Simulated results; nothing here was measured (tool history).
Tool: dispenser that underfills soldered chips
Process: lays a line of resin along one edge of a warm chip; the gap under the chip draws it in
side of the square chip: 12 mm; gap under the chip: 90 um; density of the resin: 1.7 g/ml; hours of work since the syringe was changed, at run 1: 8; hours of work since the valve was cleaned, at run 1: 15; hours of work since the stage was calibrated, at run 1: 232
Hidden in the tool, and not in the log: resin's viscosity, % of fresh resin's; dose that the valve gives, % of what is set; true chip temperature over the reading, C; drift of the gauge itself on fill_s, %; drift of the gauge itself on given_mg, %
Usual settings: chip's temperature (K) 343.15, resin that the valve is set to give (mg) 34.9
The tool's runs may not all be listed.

| run | day | chip's temperature (K) | resin that the valve is set to give (mg) | hours of work since the syringe was changed | hours of work since the valve was cleaned | hours of work since the stage was calibrated | time until the resin shows at the far edge (s) | resin that the valve gave (mg) |
|---|---|---|---|---|---|---|---|---|
| 1 | 0.000 | 343.15 | 34.9 | 8 | 15 | 232 | 264.8 | 34.74 |
|  | 0.079 | new syringe of resin |
| 2 | 0.175 | 343.15 | 31.2 | 2 | 17 | 234 | 158.6 | 30.93 |
| 3 | 0.458 | 343.15 | 31.2 | 6 | 21 | 239 | 232.5 | 30.63 |
|  | 0.650 | new syringe of resin |
| 4 | 0.688 | 343.15 | 33.8 | 1 | 25 | 242 | 144.6 | 33.42 |
| 5 | 0.954 | 343.15 | 33.8 | 5 | 29 | 246 | 201.8 | 32.95 |
|  | 1.229 | new syringe of resin |
| 6 | 1.238 | 343.15 | 34.9 | 0 | 33 | 251 | 139.8 | 34.04 |
| 7 | 1.542 | 343.15 | 34.9 | 5 | 38 | 255 | 209.7 | 34.14 |
| 8 | 1.717 | 343.15 | 34.9 | 8 | 41 | 258 | 266.0 | 33.90 |
|  | 1.821 | new syringe of resin |
| 9 | 2.046 | 343.15 | 31.6 | 4 | 46 | 263 | 184.4 | 30.75 |
| 10 | 2.362 | 343.15 | 31.6 | 8 | 51 | 268 | 288.2 | 30.73 |
|  | 2.396 | new syringe of resin |
| 11 | 2.633 | 343.15 | 31.6 | 4 | 55 | 272 | 194.9 | 30.42 |
|  | 2.983 | new syringe of resin |
| 12 | 2.983 | 343.15 | 31.6 | 0 | 60 | 277 | 137.5 | 30.38 |
| 13 | 3.267 | 343.15 | 34.9 | 4 | 64 | 282 | 198.9 | 33.41 |
|  | 3.567 | new syringe of resin |
| 14 | 3.596 | 329.15 | 37.3 | 0 | 69 | 287 | 300.5 | 35.80 |
| 15 | 3.854 | 329.15 | 37.3 | 4 | 73 | 291 | 413.6 | 35.68 |
|  | 4.150 | new syringe of resin |
| 16 | 4.188 | 353.15 | 34.9 | 1 | 78 | 296 | 94.4 | 33.20 |
| 17 | 4.438 | 347.15 | 40.8 | 4 | 82 | 299 | 168.5 | 38.81 |
|  | 4.725 | new syringe of resin |
| 18 | 4.812 | 347.15 | 40.8 | 1 | 88 | 305 | 125.4 | 38.86 |
| 19 | 5.142 | 334.15 | 33.9 | 6 | 93 | 310 | 393.1 | 31.92 |
|  | 5.308 | new syringe of resin |
| 20 | 5.475 | 353.15 | 30.2 | 3 | 98 | 315 | 112.4 | 28.27 |
| 21 | 5.688 | 343.15 | 37.2 | 6 | 101 | 319 | 230.2 | 34.80 |
|  | 5.904 | new syringe of resin |
| 22 | 6.067 | 331.15 | 29.8 | 3 | 107 | 324 | 336.0 | 27.78 |
| 23 | 6.425 | 329.15 | 33.4 | 8 | 112 | 330 | 585.5 | 30.99 |
|  | 6.500 | new syringe of resin |
|  | 6.725 | dispensing valve cleaned and set on the balance |
| 24 | 6.729 | 329.15 | 36.2 | 3 | 0 | 334 | 366.0 | 36.30 |
| 25 | 7.012 | 347.15 | 34.9 | 7 | 4 | 338 | 216.9 | 34.93 |

Measured less the same run without the tool's hidden state. The same run-to-run variation is in both; the gauge's scatter may not be:
| run | time until the resin shows at the far edge (s) | resin that the valve gave (mg) |
|---|---|---|
| 1 | +140.9 | -0.32 |
| 2 | +33.1 | -0.33 |
| 3 | +106.2 | -0.41 |
| 4 | +18.0 | -0.52 |
| 5 | +78.4 | -0.62 |
| 6 | +14.7 | -0.74 |
| 7 | +85.2 | -0.84 |
| 8 | +140.6 | -0.90 |
| 9 | +60.2 | -0.91 |
| 10 | +161.1 | -1.01 |
| 11 | +68.6 | -1.07 |
| 12 | +12.7 | -1.17 |
| 13 | +74.8 | -1.39 |
| 14 | +45.6 | -1.62 |
| 15 | +164.9 | -1.71 |
| 16 | +14.7 | -1.71 |
| 17 | +66.6 | -2.10 |
| 18 | +26.6 | -2.25 |
| 19 | +197.1 | -1.99 |
| 20 | +33.1 | -1.87 |
| 21 | +107.1 | -2.37 |
| 22 | +106.1 | -2.01 |
| 23 | +335.3 | -2.37 |
| 24 | +115.1 | +0.08 |
| 25 | +113.1 | -0.02 |
